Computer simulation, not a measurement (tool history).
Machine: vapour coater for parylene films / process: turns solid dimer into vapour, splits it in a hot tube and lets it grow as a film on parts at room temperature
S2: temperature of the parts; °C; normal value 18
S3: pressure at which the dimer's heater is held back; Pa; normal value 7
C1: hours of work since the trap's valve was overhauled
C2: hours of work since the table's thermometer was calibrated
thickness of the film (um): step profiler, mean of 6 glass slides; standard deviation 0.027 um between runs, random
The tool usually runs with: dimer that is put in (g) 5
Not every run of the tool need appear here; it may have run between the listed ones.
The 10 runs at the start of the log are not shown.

Run 11, hour 134.8: usual settings but dimer that is put in (g) 7; C1 70; C2 233. Result: thickness of the film (um) 3.04.
Run 12, hour 151.6: usual settings but dimer that is put in (g) 7, S2 16 °C; C1 83; C2 247. Result: thickness of the film (um) 3.35.
Run 13, hour 169.2: usual settings but dimer that is put in (g) 3; C1 97; C2 260. Result: thickness of the film (um) 1.3.
Run 14, hour 185.2: usual settings but S3 8.66 Pa; C1 109; C2 273. Result: thickness of the film (um) 2.03.
Run 15, hour 202.1: usual settings but S3 6.11 Pa; C1 122; C2 286. Result: thickness of the film (um) 2.12.
Run 16, hour 212: usual settings but S3 6.11 Pa; C1 130; C2 293. Result: thickness of the film (um) 2.13.
Run 17, hour 223.5: usual settings but S3 6.11 Pa; C1 139; C2 302. Result: thickness of the film (um) 2.12.
Run 18, hour 240.4: usual settings but S3 6.57 Pa; C1 152; C2 316. Result: thickness of the film (um) 2.07.
Run 19, hour 250.7: usual settings but dimer that is put in (g) 7, S2 17 °C, S3 4.51 Pa; C1 160; C2 324. Result: thickness of the film (um) 3.12.
Run 20, hour 262.5: usual settings but S2 13 °C, S3 3.88 Pa; C1 169; C2 333. Result: thickness of the film (um) 2.63.
Run 21, hour 275.9: usual settings but dimer that is put in (g) 3, S2 21 °C, S3 3.88 Pa; C1 180; C2 343. Result: thickness of the film (um) 1.18.
Run 22, hour 289.5: usual settings but dimer that is put in (g) 2, S2 12 °C, S3 8.35 Pa; C1 190; C2 354. Result: thickness of the film (um) 0.98.
Run 23, hour 303: usual settings but dimer that is put in (g) 3, S3 4.64 Pa; C1 201; C2 364. Result: thickness of the film (um) 1.22.
Run 24, hour 319.2: usual settings but dimer that is put in (g) 3, S3 4.64 Pa; C1 213; C2 377. Result: thickness of the film (um) 1.19.
At hour 334.3: trap's valve overhauled.
Run 25, hour 343.1: usual settings but dimer that is put in (g) 3; C1 7; C2 392. Result: thickness of the film (um) 1.38.
Run 26, hour 361.3: usual settings but dimer that is put in (g) 8, S3 11.21 Pa; C1 21; C2 406. Result: thickness of the film (um) 3.39.
Run 27, hour 376.3: usual settings but dimer that is put in (g) 9, S2 10 °C, S3 2.79 Pa; C1 33; C2 418. Result: thickness of the film (um) 6.14.
Run 28, hour 394.5: usual settings but dimer that is put in (g) 4, S2 29 °C, S3 7.77 Pa; C1 47; C2 432. Result: thickness of the film (um) 1.14.
Run 29, hour 409.4: usual settings but S2 29 °C, S3 2.73 Pa; C1 58; C2 444. Result: thickness of the film (um) 1.59.
Run 30, hour 428: usual settings but dimer that is put in (g) 3, S2 25 °C, S3 6.98 Pa; C1 73; C2 458. Result: thickness of the film (um) 0.95.
Run 31, hour 437.4: usual settings but dimer that is put in (g) 8, S3 7.18 Pa; C1 80; C2 466. Result: thickness of the film (um) 3.46.
Run 32, hour 457.5: usual settings but dimer that is put in (g) 6, S3 11.71 Pa; C1 96; C2 481. Result: thickness of the film (um) 2.39.
Run 33, hour 470.2: usual settings but S2 13 °C; C1 106; C2 491. Result: thickness of the film (um) 2.52.

Each row is a separate what-if for the run after 33, all from the same tool condition, not one after another. Results?
Run A, hour 483.1: usual settings but dimer that is put in (g) 3, S2 13 °C; C1 116; C2 501. Result: thickness of the film (um) ?.
Run B, hour 483.1: usual settings but S3 10.26 Pa; C1 116; C2 501. Result: thickness of the film (um) ?.
Run C, hour 483.1: usual settings but S3 5.78 Pa; C1 116; C2 501. Result: thickness of the film (um) ?.
Run D, hour 483.1: usual settings but S3 7.36 Pa; C1 116; C2 501. Result: thickness of the film (um) ?.

run  thickness of the film (um)
  A                        1.52
  B                        1.97
  C                         2.1
  D                        2.07
Without the tool's hidden state the same runs would have given:
run  thickness of the film (um)
  A                         1.7
  B                         2.2
  C                        2.36
  D                        2.32
